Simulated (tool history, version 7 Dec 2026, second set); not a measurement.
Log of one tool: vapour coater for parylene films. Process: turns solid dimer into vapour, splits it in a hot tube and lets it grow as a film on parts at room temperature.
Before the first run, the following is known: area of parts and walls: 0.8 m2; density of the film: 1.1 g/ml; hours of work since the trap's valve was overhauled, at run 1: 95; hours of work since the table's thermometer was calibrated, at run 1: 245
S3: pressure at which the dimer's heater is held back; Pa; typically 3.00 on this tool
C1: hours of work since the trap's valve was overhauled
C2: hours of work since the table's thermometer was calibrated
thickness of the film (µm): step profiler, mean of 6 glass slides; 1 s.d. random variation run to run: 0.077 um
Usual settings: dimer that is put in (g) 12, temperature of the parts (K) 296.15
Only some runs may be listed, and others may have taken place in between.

Run 1, hour 0.0: usual settings; C1 95; C2 245. Result: thickness of the film (µm) 9.26.
Run 2, hour 12.4: usual settings; C1 101; C2 252. Result: thickness of the film (µm) 9.25.
Run 3, hour 23.8: usual settings but dimer that is put in (g) 16; C1 108; C2 258. Result: thickness of the film (µm) 12.27.
Run 4, hour 37.3: usual settings but dimer that is put in (g) 16; C1 115; C2 265. Result: thickness of the film (µm) 12.39.
Run 5, hour 49.6: usual settings but dimer that is put in (g) 16; C1 122; C2 272. Result: thickness of the film (µm) 12.18.
Run 6, hour 64.8: usual settings but dimer that is put in (g) 16; C1 130; C2 280. Result: thickness of the film (µm) 12.33.
Run 7, hour 79.9: usual settings but dimer that is put in (g) 16; C1 138; C2 288. Result: thickness of the film (µm) 12.42.
Run 8, hour 94.3: usual settings but dimer that is put in (g) 16; C1 146; C2 296. Result: thickness of the film (µm) 12.31.
Run 9, hour 102.0: usual settings but dimer that is put in (g) 16, S3 8.10 Pa; C1 150; C2 301. Result: thickness of the film (µm) 10.79.
Run 10, hour 115.2: usual settings but dimer that is put in (g) 16, S3 8.10 Pa; C1 158; C2 308. Result: thickness of the film (µm) 10.77.
Run 11, hour 127.9: usual settings but dimer that is put in (g) 6; C1 164; C2 315. Result: thickness of the film (µm) 4.56.
Run 12, hour 143.1: usual settings but dimer that is put in (g) 6; C1 173; C2 323. Result: thickness of the film (µm) 4.58.
Run 13, hour 154.8: usual settings but dimer that is put in (g) 9; C1 179; C2 329. Result: thickness of the film (µm) 6.87.
Run 14, hour 161.8: usual settings but dimer that is put in (g) 20; C1 183; C2 333. Result: thickness of the film (µm) 15.36.
Run 15, hour 175.3: usual settings but dimer that is put in (g) 20; C1 190; C2 340. Result: thickness of the film (µm) 15.20.
Run 16, hour 188.2: usual settings but dimer that is put in (g) 20; C1 197; C2 348. Result: thickness of the film (µm) 15.26.
Run 17, hour 201.2: usual settings but dimer that is put in (g) 20; C1 204; C2 355. Result: thickness of the film (µm) 15.45.
Run 18, hour 216.5: usual settings but dimer that is put in (g) 20; C1 213; C2 363. Result: thickness of the film (µm) 15.35.
Run 19, hour 228.3: usual settings but dimer that is put in (g) 5, S3 6.58 Pa; C1 219; C2 369. Result: thickness of the film (µm) 3.44.
Run 20, hour 241.1: usual settings but dimer that is put in (g) 5, S3 6.58 Pa; C1 226; C2 376. Result: thickness of the film (µm) 3.47.
At hour 246.8: trap's valve overhauled.
Run 21, hour 254.4: usual settings but dimer that is put in (g) 5, S3 6.58 Pa; C1 4; C2 381. Result: thickness of the film (µm) 3.45.
Run 22, hour 268.2: usual settings but temperature of the parts (K) 298.15, S3 2.45 Pa; C1 12; C2 389. Result: thickness of the film (µm) 8.80.
Run 23, hour 280.6: usual settings but temperature of the parts (K) 298.15, S3 2.45 Pa; C1 18; C2 396. Result: thickness of the film (µm) 8.90.
Run 24, hour 286.8: usual settings but temperature of the parts (K) 298.15, S3 2.45 Pa; C1 22; C2 399. Result: thickness of the film (µm) 8.78.
Run 25, hour 297.0: usual settings but temperature of the parts (K) 298.15, S3 2.45 Pa; C1 27; C2 405. Result: thickness of the film (µm) 8.92.
Run 26, hour 306.1: usual settings but temperature of the parts (K) 298.15, S3 2.45 Pa; C1 32; C2 410. Result: thickness of the film (µm) 8.85.
Run 27, hour 315.0: usual settings but temperature of the parts (K) 298.15, S3 2.45 Pa; C1 37; C2 415. Result: thickness of the film (µm) 8.83.
Run 28, hour 321.4: usual settings but dimer that is put in (g) 7, temperature of the parts (K) 304.15, S3 6.20 Pa; C1 41; C2 418. Result: thickness of the film (µm) 3.79.
Run 29, hour 335.7: usual settings but dimer that is put in (g) 7, temperature of the parts (K) 304.15, S3 6.20 Pa; C1 48; C2 426. Result: thickness of the film (µm) 3.87.
Run 30, hour 342.4: usual settings but dimer that is put in (g) 6; C1 52; C2 429. Result: thickness of the film (µm) 4.57.

Forecast each of these 5 alternatives for the next run:
Run A, hour 356.7: usual settings but dimer that is put in (g) 6; C1 60; C2 437. Result: thickness of the film (µm) ?.
Run B, hour 356.7: usual settings but dimer that is put in (g) 6, temperature of the parts (K) 289.15, S3 9.50 Pa; C1 60; C2 437. Result: thickness of the film (µm) ?.
Run C, hour 356.7: usual settings but dimer that is put in (g) 6, S3 3.36 Pa; C1 60; C2 437. Result: thickness of the film (µm) ?.
Run D, hour 356.7: usual settings but temperature of the parts (K) 303.15; C1 60; C2 437. Result: thickness of the film (µm) ?.
Run E, hour 356.7: usual settings but dimer that is put in (g) 7, temperature of the parts (K) 295.15, S3 4.47 Pa; C1 60; C2 437. Result: thickness of the film (µm) ?.

run  thickness of the film (µm)
  A                        4.56
  B                        4.92
  C                        4.54
  D                        7.35
  E                        5.28
With the hidden condition removed and each run's random variation left untouched, the same runs would have given:
run  thickness of the film (µm)
  A                        4.57
  B                        4.93
  C                        4.54
  D                        7.37
  E                        5.29

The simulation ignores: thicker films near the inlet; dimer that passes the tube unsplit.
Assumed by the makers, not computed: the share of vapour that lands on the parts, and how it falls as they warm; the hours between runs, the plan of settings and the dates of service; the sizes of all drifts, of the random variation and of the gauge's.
